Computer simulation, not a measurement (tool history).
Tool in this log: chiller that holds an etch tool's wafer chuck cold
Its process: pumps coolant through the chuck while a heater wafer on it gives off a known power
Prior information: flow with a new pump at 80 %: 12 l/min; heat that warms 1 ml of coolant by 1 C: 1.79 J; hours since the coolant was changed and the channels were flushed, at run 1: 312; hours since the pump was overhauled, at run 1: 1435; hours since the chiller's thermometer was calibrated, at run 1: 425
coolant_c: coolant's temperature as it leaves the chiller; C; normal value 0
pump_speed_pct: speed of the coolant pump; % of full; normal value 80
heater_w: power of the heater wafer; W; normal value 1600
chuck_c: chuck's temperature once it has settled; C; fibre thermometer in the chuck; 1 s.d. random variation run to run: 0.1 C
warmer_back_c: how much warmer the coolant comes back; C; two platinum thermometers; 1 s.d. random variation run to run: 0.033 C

| run | day | coolant_c | pump_speed_pct | heater_w | hours since the coolant was changed and the channels were flushed | hours since the pump was overhauled | hours since the chiller's thermometer was calibrated | chuck_c | warmer_back_c |
|---|---|---|---|---|---|---|---|---|---|
| 1 | 0.000 | 0 | 80 | 1600 | 312 | 1435 | 425 | 10.8 | 4.46 |
| 2 | 1.538 | 0 | 80 | 966 | 349 | 1472 | 462 | 6.5 | 2.73 |
| 3 | 2.596 | 0 | 77 | 1600 | 374 | 1497 | 488 | 11.1 | 4.71 |
| 4 | 3.933 | 0 | 77 | 1661 | 406 | 1529 | 520 | 11.6 | 4.88 |
| 5 | 5.221 | 0 | 80 | 861 | 437 | 1560 | 551 | 5.7 | 2.40 |
| 6 | 7.496 | 0 | 80 | 861 | 492 | 1615 | 605 | 5.8 | 2.44 |
| 7 | 9.542 | 0 | 80 | 861 | 541 | 1664 | 654 | 5.8 | 2.37 |
| 8 | 11.725 | 0 | 80 | 1600 | 593 | 1716 | 707 | 10.8 | 4.57 |
| 9 | 13.321 | 9 | 80 | 1600 | 632 | 1755 | 745 | 19.8 | 4.60 |
| 10 | 15.338 | 9 | 80 | 1600 | 680 | 1803 | 793 | 19.7 | 4.56 |
| 11 | 16.521 | 0 | 67 | 1600 | 708 | 1831 | 822 | 12.5 | 5.47 |
| 12 | 18.667 | 0 | 80 | 1600 | 760 | 1883 | 873 | 10.8 | 4.64 |
| 13 | 20.908 | 0 | 80 | 1600 | 814 | 1937 | 927 | 10.8 | 4.69 |
| 14 | 22.621 | 0 | 80 | 1600 | 855 | 1978 | 968 | 10.7 | 4.61 |
| 15 | 24.454 | 0 | 80 | 1600 | 899 | 2022 | 1012 | 10.8 | 4.73 |
| 16 | 26.008 | 0 | 80 | 1600 | 936 | 2059 | 1050 | 10.9 | 4.67 |
| 17 | 26.996 | 0 | 80 | 1600 | 960 | 2083 | 1073 | 10.9 | 4.71 |
| 18 | 28.758 | -2 | 80 | 1704 | 1002 | 2125 | 1116 | 9.6 | 5.05 |
| 19 | 29.962 | -2 | 80 | 1704 | 1031 | 2154 | 1144 | 9.6 | 4.94 |
| 20 | 31.996 | 1 | 64 | 1171 | 1080 | 2203 | 1193 | 10.4 | 4.37 |
| 21 | 33.729 | 9 | 80 | 2166 | 1121 | 2244 | 1235 | 23.5 | 6.36 |
| 22 | 35.850 | 9 | 80 | 2166 | 1172 | 2295 | 1286 | 23.6 | 6.33 |
| 23 | 37.092 | 0 | 80 | 1509 | 1202 | 2325 | 1316 | 10.3 | 4.52 |
| 24 | 38.938 | -8 | 80 | 1955 | 1246 | 2369 | 1360 | 5.3 | 5.78 |
| 25 | 40.588 | -8 | 85 | 1955 | 1286 | 2409 | 1399 | 4.6 | 5.44 |
| 26 | 42.283 | 5 | 82 | 1789 | 1327 | 2450 | 1440 | 16.9 | 5.21 |
| 27 | 43.767 | 0 | 80 | 982 | 1362 | 2485 | 1476 | 6.7 | 3.11 |
| 28 | 46.029 | 2 | 80 | 1096 | 1416 | 2539 | 1530 | 9.3 | 3.42 |
| 29 | 47.104 | 0 | 80 | 1384 | 1442 | 2565 | 1556 | 9.3 | 4.22 |

Run 30 has not been measured yet. What should we expect?
| 30 | 49.042 | -1 | 80 | 2135 | 1489 | 2612 | 1602 | ? | ? |

Run 30 gave chuck_c 13.5 C, warmer_back_c 6.37 C.
Take away the tool's hidden state, keep the run-to-run variation as it was, and the same run would have given chuck_c 13.5 C, warmer_back_c 5.99 C.

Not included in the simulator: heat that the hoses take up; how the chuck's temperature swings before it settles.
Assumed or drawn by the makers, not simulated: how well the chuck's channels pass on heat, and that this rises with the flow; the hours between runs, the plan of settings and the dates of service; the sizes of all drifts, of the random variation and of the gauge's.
